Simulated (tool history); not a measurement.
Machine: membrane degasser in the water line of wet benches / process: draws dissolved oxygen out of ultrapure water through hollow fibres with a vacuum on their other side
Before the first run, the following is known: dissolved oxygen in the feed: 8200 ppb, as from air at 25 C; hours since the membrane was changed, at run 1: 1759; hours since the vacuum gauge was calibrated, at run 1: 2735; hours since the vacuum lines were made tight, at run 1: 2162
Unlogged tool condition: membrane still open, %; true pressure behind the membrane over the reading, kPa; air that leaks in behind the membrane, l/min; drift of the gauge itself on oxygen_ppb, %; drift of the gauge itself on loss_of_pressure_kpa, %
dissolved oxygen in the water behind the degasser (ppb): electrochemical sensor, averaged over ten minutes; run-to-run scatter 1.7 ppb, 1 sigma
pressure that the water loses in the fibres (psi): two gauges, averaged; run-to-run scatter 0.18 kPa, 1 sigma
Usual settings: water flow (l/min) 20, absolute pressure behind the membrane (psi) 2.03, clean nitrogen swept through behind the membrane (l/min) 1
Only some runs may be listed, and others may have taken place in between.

| run | day | water flow (l/min) | absolute pressure behind the membrane (psi) | clean nitrogen swept through behind the membrane (l/min) | hours since the membrane was changed | hours since the vacuum gauge was calibrated | hours since the vacuum lines were made tight | dissolved oxygen in the water behind the degasser (ppb) | pressure that the water loses in the fibres (psi) |
|---|---|---|---|---|---|---|---|---|---|
| 1 | 0 | 20 | 2.03 | 1 | 1759 | 2735 | 2162 | 478 | 8.044 |
| 2 | 2.725 | 20 | 2.03 | 1 | 1824 | 2800 | 2227 | 478.8 | 8.006 |
| 3 | 5.346 | 20 | 2.02 | 1 | 1887 | 2863 | 2290 | 472.3 | 8.006 |
| 4 | 8.142 | 20 | 2.02 | 1 | 1954 | 2930 | 2357 | 470.8 | 8.022 |
| 5 | 11.038 | 20 | 2.36 | 1 | 2023 | 2999 | 2426 | 571.2 | 8.019 |
| 6 | 13.417 | 20 | 2.36 | 1 | 2081 | 3056 | 2483 | 566.3 | 8.054 |
| 7 | 16.442 | 20 | 2.03 | 1 | 2153 | 3129 | 2556 | 476.2 | 8.061 |
| 8 | 19.667 | 20 | 2.03 | 1 | 2231 | 3206 | 2633 | 476.2 | 8.045 |
| 9 | 22.371 | 20 | 2.03 | 1 | 2295 | 3271 | 2698 | 473.8 | 8.019 |
| 10 | 26.167 | 20 | 2.03 | 1 | 2387 | 3363 | 2790 | 478.9 | 8.026 |
| 11 | 29.558 | 20 | 2.03 | 0.76 | 2468 | 3444 | 2871 | 589.6 | 8.013 |
| 12 | 33.196 | 19 | 3.74 | 1.38 | 2555 | 3531 | 2958 | 682 | 7.622 |
|  | 33.888 | seals of the vacuum lines changed |
| 13 | 35.2 | 19 | 3.74 | 1.38 | 2601 | 3577 | 32 | 676 | 7.584 |
| 14 | 37.033 | 19 | 1.62 | 0.71 | 2645 | 3621 | 75 | 454.6 | 7.646 |
| 15 | 39.358 | 28 | 3.57 | 2.67 | 2701 | 3677 | 131 | 531.1 | 11.23 |
| 16 | 41.946 | 28 | 3.57 | 2.67 | 2763 | 3739 | 193 | 527 | 11.288 |
| 17 | 45.288 | 28 | 3.57 | 2.67 | 2843 | 3819 | 274 | 527.9 | 11.253 |
| 18 | 49.383 | 18 | 1.48 | 2.71 | 2942 | 3918 | 372 | 126.6 | 7.233 |

Branching from run 18: 5 alternative next runs. What would each branch give?
| A | 53.446 | 27 | 1.48 | 2.71 | 3039 | 4015 | 469 | ? | ? |
| B | 53.446 | 23 | 1.67 | 1 | 3039 | 4015 | 469 | ? | ? |
| C | 53.446 | 29 | 4.61 | 0.64 | 3039 | 4015 | 469 | ? | ? |
| D | 53.446 | 19 | 3.35 | 2.65 | 3039 | 4015 | 469 | ? | ? |
| E | 53.446 | 12 | 3.23 | 0.88 | 3039 | 4015 | 469 | ? | ? |

| run | dissolved oxygen in the water behind the degasser (ppb) | pressure that the water loses in the fibres (psi) |
|---|---|---|
| A | 195.7 | 10.844 |
| B | 422.5 | 9.213 |
| C | 2011.2 | 11.647 |
| D | 344.7 | 7.672 |
| E | 562.3 | 4.812 |
Without the tool's unlogged condition, the same runs would have read:
| run | dissolved oxygen in the water behind the degasser (ppb) | pressure that the water loses in the fibres (psi) |
|---|---|---|
| A | 198.3 | 10.842 |
| B | 428.2 | 9.21 |
| C | 2039.2 | 11.644 |
| D | 349.4 | 7.671 |
| E | 570.1 | 4.812 |
